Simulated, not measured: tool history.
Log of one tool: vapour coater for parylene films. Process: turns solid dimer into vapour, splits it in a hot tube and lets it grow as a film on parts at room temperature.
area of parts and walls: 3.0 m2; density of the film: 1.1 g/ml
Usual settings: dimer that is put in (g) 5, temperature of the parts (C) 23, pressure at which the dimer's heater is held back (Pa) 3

run	hour	dimer that is put in (g)	temperature of the parts (C)	pressure at which the dimer's heater is held back (Pa)	thickness of the film (µm)
1	0	5	23	3	0.853
2	50	5	23	3	0.853
3	81	5	23	3	0.85
4	107.3	5	23	2.74	0.849
5	170.5	5	23	2.74	0.849
6	199	5	23	9.45	0.729
7	255.1	5	23	9.45	0.717
8	315.6	5	23	9.45	0.72
9	374.7	5	23	4.54	0.771
10	433.1	5	23	4.54	0.771
# hour 437.8: table's thermometer calibrated
# hour 470.9: trap's valve overhauled
11	491.8	5	34	3	0.558
12	521.6	5	34	3	0.552
13	555.8	5	34	3	0.541
14	586.7	4	23	3	0.674
15	618.3	5	23	3	0.837
16	682.5	5	23	3	0.817
17	723.4	6	23	3.34	0.982
18	761.2	6	23	3.34	0.981
# hour 816.9: table's thermometer calibrated, once more
19	827.3	3	23	3.34	0.524
20	869.6	5	23	6.25	0.811

Run 21 comes next. What will it give?
21	898.8	5	23	6.25	?

thickness of the film (µm): 0.799
Without the tool's hidden state the same run would have given thickness of the film (µm) 0.833.
